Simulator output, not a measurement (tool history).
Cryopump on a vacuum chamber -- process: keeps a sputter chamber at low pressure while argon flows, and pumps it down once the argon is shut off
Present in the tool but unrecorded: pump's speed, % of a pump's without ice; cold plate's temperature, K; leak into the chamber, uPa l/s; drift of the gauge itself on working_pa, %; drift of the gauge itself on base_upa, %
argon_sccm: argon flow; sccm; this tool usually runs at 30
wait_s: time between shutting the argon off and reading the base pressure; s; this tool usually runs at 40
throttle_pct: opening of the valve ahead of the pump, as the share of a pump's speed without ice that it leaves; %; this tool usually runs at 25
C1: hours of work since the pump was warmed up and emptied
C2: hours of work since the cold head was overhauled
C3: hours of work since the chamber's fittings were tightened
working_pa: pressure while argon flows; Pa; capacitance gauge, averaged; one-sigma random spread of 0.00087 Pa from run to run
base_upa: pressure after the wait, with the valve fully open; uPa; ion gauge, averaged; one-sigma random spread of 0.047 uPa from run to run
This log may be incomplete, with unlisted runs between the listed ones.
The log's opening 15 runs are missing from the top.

{"run": 16, "hour": 591.7, "argon_sccm": 33, "wait_s": 40, "throttle_pct": 30, "C1": 489, "C2": 489, "C3": 253, "working_pa": 0.1721, "base_upa": 3.09}
{"run": 17, "hour": 613.8, "argon_sccm": 30, "wait_s": 40, "throttle_pct": 25, "C1": 504, "C2": 504, "C3": 269, "working_pa": 0.1849, "base_upa": 3.11}
{"run": 18, "hour": 649.6, "argon_sccm": 30, "wait_s": 40, "throttle_pct": 25, "C1": 530, "C2": 530, "C3": 294, "working_pa": 0.1859, "base_upa": 3.04}
{"run": 19, "hour": 674.4, "argon_sccm": 30, "wait_s": 40, "throttle_pct": 25, "C1": 548, "C2": 548, "C3": 312, "working_pa": 0.1854, "base_upa": 3.1}
{"run": 20, "hour": 705.9, "argon_sccm": 16, "wait_s": 40, "throttle_pct": 25, "C1": 570, "C2": 570, "C3": 334, "working_pa": 0.0998, "base_upa": 3.1}
{"run": 21, "hour": 736.9, "argon_sccm": 19, "wait_s": 94, "throttle_pct": 30, "C1": 592, "C2": 592, "C3": 357, "working_pa": 0.0989, "base_upa": 1.73}
{"run": 22, "hour": 784.1, "argon_sccm": 19, "wait_s": 218, "throttle_pct": 33, "C1": 626, "C2": 626, "C3": 390, "working_pa": 0.0914, "base_upa": 1.1}
{"run": 23, "hour": 821.6, "argon_sccm": 29, "wait_s": 40, "throttle_pct": 19, "C1": 653, "C2": 653, "C3": 417, "working_pa": 0.2361, "base_upa": 3.15}
{"run": 24, "hour": 857.2, "argon_sccm": 52, "wait_s": 56, "throttle_pct": 39, "C1": 678, "C2": 678, "C3": 442, "working_pa": 0.2153, "base_upa": 2.51}
{"run": 25, "hour": 890.1, "argon_sccm": 52, "wait_s": 56, "throttle_pct": 39, "C1": 701, "C2": 701, "C3": 466, "working_pa": 0.216, "base_upa": 2.53}
{"run": 26, "hour": 915.7, "argon_sccm": 29, "wait_s": 44, "throttle_pct": 39, "C1": 720, "C2": 720, "C3": 484, "working_pa": 0.1223, "base_upa": 3.06}
{"run": 27, "hour": 948.3, "argon_sccm": 20, "wait_s": 107, "throttle_pct": 56, "C1": 743, "C2": 743, "C3": 507, "working_pa": 0.0603, "base_upa": 1.71}
{"run": 28, "hour": 999.9, "argon_sccm": 30, "wait_s": 40, "throttle_pct": 31, "C1": 780, "C2": 780, "C3": 544, "working_pa": 0.1557, "base_upa": 3.26}
{"run": 29, "hour": 1043.4, "argon_sccm": 46, "wait_s": 156, "throttle_pct": 31, "C1": 811, "C2": 811, "C3": 575, "working_pa": 0.2393, "base_upa": 1.44}
{"run": 30, "hour": 1089.1, "argon_sccm": 46, "wait_s": 156, "throttle_pct": 31, "C1": 843, "C2": 843, "C3": 608, "working_pa": 0.2419, "base_upa": 1.47}
{"run": 31, "hour": 1139.2, "argon_sccm": 46, "wait_s": 156, "throttle_pct": 31, "C1": 879, "C2": 879, "C3": 644, "working_pa": 0.2431, "base_upa": 1.58}
{"run": 32, "hour": 1177.8, "argon_sccm": 20, "wait_s": 77, "throttle_pct": 31, "C1": 907, "C2": 907, "C3": 671, "working_pa": 0.1057, "base_upa": 2.2}
{"run": 33, "hour": 1226.9, "argon_sccm": 12, "wait_s": 227, "throttle_pct": 25, "C1": 942, "C2": 942, "C3": 706, "working_pa": 0.077, "base_upa": 1.44}
{"run": 34, "hour": 1281.2, "argon_sccm": 47, "wait_s": 190, "throttle_pct": 18, "C1": 981, "C2": 981, "C3": 745, "working_pa": 0.4128, "base_upa": 1.51}

What if the next run were any one of these 4? Each begins from the tool's condition after run 34:
{"run": "A", "hour": 1329.2, "argon_sccm": 30, "wait_s": 33, "throttle_pct": 38, "C1": 1015, "C2": 1015, "C3": 779, "working_pa": "?", "base_upa": "?"}
{"run": "B", "hour": 1329.2, "argon_sccm": 17, "wait_s": 222, "throttle_pct": 46, "C1": 1015, "C2": 1015, "C3": 779, "working_pa": "?", "base_upa": "?"}
{"run": "C", "hour": 1329.2, "argon_sccm": 30, "wait_s": 40, "throttle_pct": 45, "C1": 1015, "C2": 1015, "C3": 779, "working_pa": "?", "base_upa": "?"}
{"run": "D", "hour": 1329.2, "argon_sccm": 25, "wait_s": 190, "throttle_pct": 19, "C1": 1015, "C2": 1015, "C3": 779, "working_pa": "?", "base_upa": "?"}

run=A working_pa=0.1325 base_upa=4.16
run=B working_pa=0.0646 base_upa=1.50
run=C working_pa=0.1150 base_upa=3.61
run=D working_pa=0.2110 base_upa=1.56
With the hidden condition removed and each run's random variation left untouched, the same runs would have given:
run=A working_pa=0.1157 base_upa=3.39
run=B working_pa=0.0551 base_upa=0.73
run=C working_pa=0.0984 base_upa=2.83
run=D working_pa=0.1970 base_upa=0.79
